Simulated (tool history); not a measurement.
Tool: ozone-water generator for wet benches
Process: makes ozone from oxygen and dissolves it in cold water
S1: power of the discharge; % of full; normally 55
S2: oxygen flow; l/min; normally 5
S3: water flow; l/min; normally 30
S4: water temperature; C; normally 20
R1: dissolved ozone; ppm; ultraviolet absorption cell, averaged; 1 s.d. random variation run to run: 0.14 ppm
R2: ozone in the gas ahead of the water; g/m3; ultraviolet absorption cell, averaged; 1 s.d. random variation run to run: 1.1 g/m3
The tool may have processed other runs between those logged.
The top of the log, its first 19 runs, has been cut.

Run 20, day 29.65: usual settings but S1 91 % of full, S2 7.87 l/min, S4 24 C. Result: R1 22.8 ppm, R2 215.1 g/m3.
Run 21, day 30.904: usual settings but S1 52 % of full, S2 7.87 l/min, S4 24 C. Result: R1 14.5 ppm, R2 140.3 g/m3.
Run 22, day 31.817: usual settings but S1 52 % of full, S2 7.87 l/min, S4 24 C. Result: R1 14.5 ppm, R2 140.5 g/m3.
Run 23, day 33.008: usual settings but S1 52 % of full, S2 2.92 l/min, S4 22 C. Result: R1 13.7 ppm, R2 242.8 g/m3.
Run 24, day 33.929: usual settings but S1 52 % of full, S2 2.92 l/min, S4 22 C. Result: R1 14.1 ppm, R2 244.6 g/m3.
Run 25, day 34.821: usual settings but S2 8.45 l/min, S4 13 C. Result: R1 17.6 ppm, R2 142 g/m3.
Run 26, day 36.762: usual settings but S2 2.75 l/min, S3 18 l/min. Result: R1 23.9 ppm, R2 262.9 g/m3.
Run 27, day 38.588: usual settings but S2 2.75 l/min, S3 18 l/min. Result: R1 24.1 ppm, R2 264.1 g/m3.
Run 28, day 39.6: usual settings but S2 2.75 l/min, S3 35 l/min, S4 28 C. Result: R1 11.6 ppm, R2 263.3 g/m3.
Run 29, day 41.188: usual settings but S1 43 % of full, S2 6.92 l/min, S3 34 l/min, S4 16 C. Result: R1 12.3 ppm, R2 129.7 g/m3.
Run 30, day 43.004: usual settings but S2 4.53 l/min. Result: R1 15.7 ppm, R2 200 g/m3.
Run 31, day 44.471: usual settings but S2 4.53 l/min. Result: R1 15.8 ppm, R2 198.7 g/m3.
Run 32, day 46.4: usual settings but S2 7.29 l/min. Result: R1 15.8 ppm, R2 151 g/m3.

Forecast each of these 5 alternatives for the next run:
Run A, day 47.517: usual settings but S1 42 % of full, S2 7.29 l/min, S3 28 l/min. Result: R1 ?, R2 ?.
Run B, day 47.517: usual settings but S1 44 % of full, S2 8.67 l/min, S4 27 C. Result: R1 ?, R2 ?.
Run C, day 47.517: usual settings but S2 3.12 l/min, S3 26 l/min, S4 24 C. Result: R1 ?, R2 ?.
Run D, day 47.517: usual settings but S1 40 % of full. Result: R1 ?, R2 ?.
Run E, day 47.517: usual settings but S2 7.29 l/min, S3 38 l/min, S4 15 C. Result: R1 ?, R2 ?.

run    R1     R2
  A  13.7  123.9
  B  11.9  115.8
  C  16.6  243.6
  D  12.4  144.8
  E  13.7  151.9
With the hidden condition removed and each run's random variation left untouched, the same runs would have given:
run    R1     R2
  A  14.8  127.6
  B  12.9  119.6
  C  18.1  253.6
  D  13.3  148.9
  E  15.1  158.1

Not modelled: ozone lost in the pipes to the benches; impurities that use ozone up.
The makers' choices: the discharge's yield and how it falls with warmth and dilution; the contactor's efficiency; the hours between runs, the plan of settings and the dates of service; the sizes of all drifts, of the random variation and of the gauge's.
